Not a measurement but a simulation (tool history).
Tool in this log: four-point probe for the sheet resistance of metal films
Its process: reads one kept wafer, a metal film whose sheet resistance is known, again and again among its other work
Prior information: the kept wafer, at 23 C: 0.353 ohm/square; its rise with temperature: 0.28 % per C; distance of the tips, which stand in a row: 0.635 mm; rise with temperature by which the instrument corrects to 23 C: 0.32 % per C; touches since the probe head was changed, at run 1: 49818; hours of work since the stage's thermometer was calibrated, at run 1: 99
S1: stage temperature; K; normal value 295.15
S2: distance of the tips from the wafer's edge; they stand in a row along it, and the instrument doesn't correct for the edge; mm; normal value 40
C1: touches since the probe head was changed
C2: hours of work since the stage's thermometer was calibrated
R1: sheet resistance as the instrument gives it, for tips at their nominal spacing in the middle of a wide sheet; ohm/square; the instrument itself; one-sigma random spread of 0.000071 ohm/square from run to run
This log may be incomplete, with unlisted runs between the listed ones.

{"run": 1, "day": 0.0, "S1": 295.15, "S2": 40, "C1": 49818, "C2": 99, "R1": 0.353038}
{"run": 2, "day": 1.379, "S1": 295.15, "S2": 40, "C1": 51404, "C2": 118, "R1": 0.352931}
{"run": 3, "day": 2.579, "S1": 295.15, "S2": 40, "C1": 52785, "C2": 134, "R1": 0.352812}
{"run": 4, "day": 3.533, "S1": 295.15, "S2": 40, "C1": 53882, "C2": 147, "R1": 0.352874}
{"run": 5, "day": 4.617, "S1": 295.15, "S2": 40, "C1": 55132, "C2": 162, "R1": 0.35286}
{"run": 6, "day": 5.488, "S1": 295.15, "S2": 40, "C1": 56134, "C2": 174, "R1": 0.35276}
{"run": 7, "day": 6.975, "S1": 295.15, "S2": 40, "C1": 57843, "C2": 194, "R1": 0.35276}
{"run": 8, "day": 8.088, "S1": 295.15, "S2": 40, "C1": 59127, "C2": 209, "R1": 0.352636}
{"run": 9, "day": 9.808, "S1": 295.15, "S2": 40, "C1": 61104, "C2": 232, "R1": 0.352607}
{"run": 10, "day": 10.883, "S1": 295.15, "S2": 40, "C1": 62344, "C2": 247, "R1": 0.352436}
{"run": 11, "day": 11.929, "S1": 295.15, "S2": 40, "C1": 63544, "C2": 261, "R1": 0.352602}
{"day": 12.046, "done": "stage's thermometer calibrated"}
{"run": 12, "day": 13.354, "S1": 295.15, "S2": 40, "C1": 65163, "C2": 18, "R1": 0.352433}
{"run": 13, "day": 14.829, "S1": 295.15, "S2": 40, "C1": 66860, "C2": 38, "R1": 0.352416}
{"run": 14, "day": 15.904, "S1": 295.15, "S2": 40, "C1": 68096, "C2": 53, "R1": 0.352473}
{"day": 17.075, "done": "stage's thermometer calibrated, once more"}
{"run": 15, "day": 17.679, "S1": 295.15, "S2": 44, "C1": 70117, "C2": 8, "R1": 0.352135}
{"run": 16, "day": 19.025, "S1": 295.15, "S2": 44, "C1": 71663, "C2": 27, "R1": 0.352155}
{"run": 17, "day": 19.942, "S1": 295.15, "S2": 44, "C1": 72720, "C2": 39, "R1": 0.352081}
{"day": 20.521, "done": "new probe head fitted"}
{"run": 18, "day": 21.375, "S1": 304.15, "S2": 40, "C1": 982, "C2": 58, "R1": 0.3535}
{"run": 19, "day": 23.125, "S1": 292.15, "S2": 8, "C1": 2996, "C2": 82, "R1": 0.355816}
{"run": 20, "day": 24.658, "S1": 296.15, "S2": 11, "C1": 4761, "C2": 103, "R1": 0.354778}
{"run": 21, "day": 26.346, "S1": 291.15, "S2": 5, "C1": 6703, "C2": 126, "R1": 0.357715}
{"run": 22, "day": 28.075, "S1": 291.15, "S2": 5, "C1": 8691, "C2": 149, "R1": 0.357526}
{"run": 23, "day": 29.675, "S1": 293.15, "S2": 9, "C1": 10533, "C2": 171, "R1": 0.355219}
{"run": 24, "day": 31.388, "S1": 294.15, "S2": 9, "C1": 12506, "C2": 194, "R1": 0.355046}
{"run": 25, "day": 32.846, "S1": 299.15, "S2": 3, "C1": 14183, "C2": 214, "R1": 0.361989}
{"run": 26, "day": 33.833, "S1": 299.15, "S2": 3, "C1": 15321, "C2": 227, "R1": 0.361887}
{"run": 27, "day": 35.146, "S1": 300.15, "S2": 37, "C1": 16831, "C2": 245, "R1": 0.353277}
{"run": 28, "day": 36.792, "S1": 299.15, "S2": 72, "C1": 18722, "C2": 268, "R1": 0.35334}
{"run": 29, "day": 38.058, "S1": 301.15, "S2": 32, "C1": 20182, "C2": 285, "R1": 0.353104}
{"run": 30, "day": 39.488, "S1": 291.15, "S2": 45, "C1": 21828, "C2": 304, "R1": 0.354158}
{"run": 31, "day": 41.104, "S1": 295.15, "S2": 45, "C1": 23686, "C2": 326, "R1": 0.353688}
{"run": 32, "day": 41.962, "S1": 308.15, "S2": 6, "C1": 24677, "C2": 338, "R1": 0.354325}
{"run": 33, "day": 43.442, "S1": 292.15, "S2": 40, "C1": 26378, "C2": 358, "R1": 0.353816}
{"run": 34, "day": 44.642, "S1": 306.15, "S2": 69, "C1": 27757, "C2": 374, "R1": 0.352383}
{"run": 35, "day": 46.079, "S1": 306.15, "S2": 8, "C1": 29410, "C2": 394, "R1": 0.353554}

Measured minus without-hidden-state, run by run (identical run-to-run variation in each term; gauge scatter may differ):
What the log doesn't record here: inner tips' distance over the nominal, %; tips' flats over new ones', %; wafer's true temperature over the reading, C; drift of the gauge itself on sheet_ohm, %.
run=1 R1=-0.000157
run=2 R1=-0.000213
run=3 R1=-0.000261
run=4 R1=-0.000294
run=5 R1=-0.000338
run=6 R1=-0.000373
run=7 R1=-0.000436
run=8 R1=-0.000482
run=9 R1=-0.000556
run=10 R1=-0.000601
run=11 R1=-0.000642
run=12 R1=-0.000674
run=13 R1=-0.000737
run=14 R1=-0.00078
run=15 R1=-0.000952
run=16 R1=-0.001007
run=17 R1=-0.001046
run=18 R1=+0.001265
run=19 R1=+0.00121
run=20 R1=+0.001145
run=21 R1=+0.001092
run=22 R1=+0.001017
run=23 R1=+0.000945
run=24 R1=+0.000876
run=25 R1=+0.000834
run=26 R1=+0.000795
run=27 R1=+0.00073
run=28 R1=+0.000663
run=29 R1=+0.000612
run=30 R1=+0.000552
run=31 R1=+0.000486
run=32 R1=+0.00045
run=33 R1=+0.000394
run=34 R1=+0.000341
run=35 R1=+0.000285
